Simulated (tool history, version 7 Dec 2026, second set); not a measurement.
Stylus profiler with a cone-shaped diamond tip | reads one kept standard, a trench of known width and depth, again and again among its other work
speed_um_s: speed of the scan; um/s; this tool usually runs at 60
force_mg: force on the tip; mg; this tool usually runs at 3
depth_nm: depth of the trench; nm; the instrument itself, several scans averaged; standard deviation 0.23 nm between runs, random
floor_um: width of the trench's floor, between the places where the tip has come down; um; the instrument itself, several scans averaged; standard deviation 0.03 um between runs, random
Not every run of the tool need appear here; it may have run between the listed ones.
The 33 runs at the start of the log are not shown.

run,hour,speed_um_s,force_mg,scans with this tip,hours of work since the height scale was calibrated,depth_nm,floor_um
34,2926.3,31,2.64,23335,1145,1021.32,93.58
35,2989.7,104,1.54,23536,1189,1016.71,92.96
# hour 3056.6: height scale calibrated on a step standard
36,3094.2,104,1.54,23865,26,1010.59,92.92
37,3155.4,66,1.39,24059,69,1010.33,93.19
38,3230.7,229,2.78,24297,122,1017.13,92.35
39,3305.1,173,3,24533,174,1017.85,92.73
40,3398.2,42,8.36,24828,240,1035.03,93.57
41,3463.6,63,1.21,25035,285,1010.38,93.13
42,3523,53,3.99,25223,327,1022.26,93.39
43,3634,53,3.99,25575,405,1022.58,93.33
44,3722.9,23,1.37,25856,467,1011.93,93.39
45,3818.7,23,1.37,26159,534,1012.5,93.36

Predict each of these 4 candidate next runs independently; none follows another, all start after run 45:
A,3917.3,48,1.17,26472,604,?,?
B,3917.3,30,3,26472,604,?,?
C,3917.3,167,8.23,26472,604,?,?
D,3917.3,23,8.14,26472,604,?,?

run,depth_nm,floor_um
A,1011.75,93.1
B,1020,93.42
C,1036.39,93.06
D,1036.27,93.47
What these runs would have given with no unlogged condition in the tool:
run,depth_nm,floor_um
A,1009.28,95.53
B,1017.51,95.85
C,1033.86,95.48
D,1033.74,95.89
